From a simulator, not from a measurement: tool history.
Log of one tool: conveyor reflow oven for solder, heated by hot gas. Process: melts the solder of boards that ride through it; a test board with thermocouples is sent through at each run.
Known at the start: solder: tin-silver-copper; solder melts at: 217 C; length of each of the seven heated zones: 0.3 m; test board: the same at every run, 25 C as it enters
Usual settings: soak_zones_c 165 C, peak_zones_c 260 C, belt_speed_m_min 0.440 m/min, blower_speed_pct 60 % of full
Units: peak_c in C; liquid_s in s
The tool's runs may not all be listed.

run	hour	soak_zones_c	peak_zones_c	belt_speed_m_min	blower_speed_pct	peak_c	liquid_s
1	0.0	165	260	0.440	60	244.5	51.1
2	9.1	165	260	0.440	60	244.5	51.6
3	14.4	165	260	0.440	60	244.3	51.6
4	22.2	165	260	0.440	60	244.4	51.5
5	28.2	165	260	0.440	60	244.3	51.4
6	34.2	165	260	0.440	87	249.0	57.3
7	42.7	165	260	0.440	87	248.7	56.9
8	51.8	165	260	0.415	87	250.6	62.7
9	55.8	165	260	0.415	81	249.5	61.6
# hour 60.6: belt drive overhauled, speed set with a stopwatch
10	66.9	165	260	0.415	81	249.8	62.0
11	74.8	165	260	0.440	60	244.3	51.6
12	81.9	165	260	0.363	67	251.2	72.6
# hour 91.3: flux residue cleaned out of gas plates and filters
13	95.3	165	270	0.439	56	254.4	60.2
# hour 106.1: belt drive overhauled, speed set with a stopwatch, once more
14	107.7	165	261	0.416	56	247.4	57.6
15	116.2	165	261	0.416	56	247.4	57.4
16	125.4	165	261	0.416	56	247.5	57.5
17	129.9	180	260	0.440	82	251.8	65.2
18	136.0	165	252	0.463	60	237.1	40.6
19	145.6	163	252	0.463	60	236.9	39.3
20	153.6	163	275	0.477	60	255.3	54.4
21	157.7	163	275	0.477	60	255.4	54.5
22	165.6	158	261	0.366	58	250.5	67.9

Measured less the same run without the tool's hidden state. The same run-to-run variation is in both; the gauge's scatter may not be:
The hidden state here: heat that the gas passes to the board, % of a clean oven's; belt's true speed, % of the reading; true gas temperature in zones 6 and 7 over the reading, C; drift of the gauge itself on peak_c, C; drift of the gauge itself on liquid_s, %.
run	peak_c	liquid_s
1	-0.1	-0.5
2	-0.2	-0.5
3	-0.2	-0.5
4	-0.2	-0.5
5	-0.3	-0.6
6	-0.4	-0.7
7	-0.4	-0.8
8	-0.3	-0.7
9	-0.3	-0.8
10	-0.2	-0.3
11	-0.3	-0.5
12	+0.1	+0.0
13	+1.7	+2.1
14	+1.3	+1.0
15	+1.2	+1.0
16	+1.2	+0.9
17	+1.2	+0.6
18	+1.0	+1.0
19	+1.0	+0.9
20	+0.9	+0.4
21	+0.8	+0.4
22	+1.1	+0.7
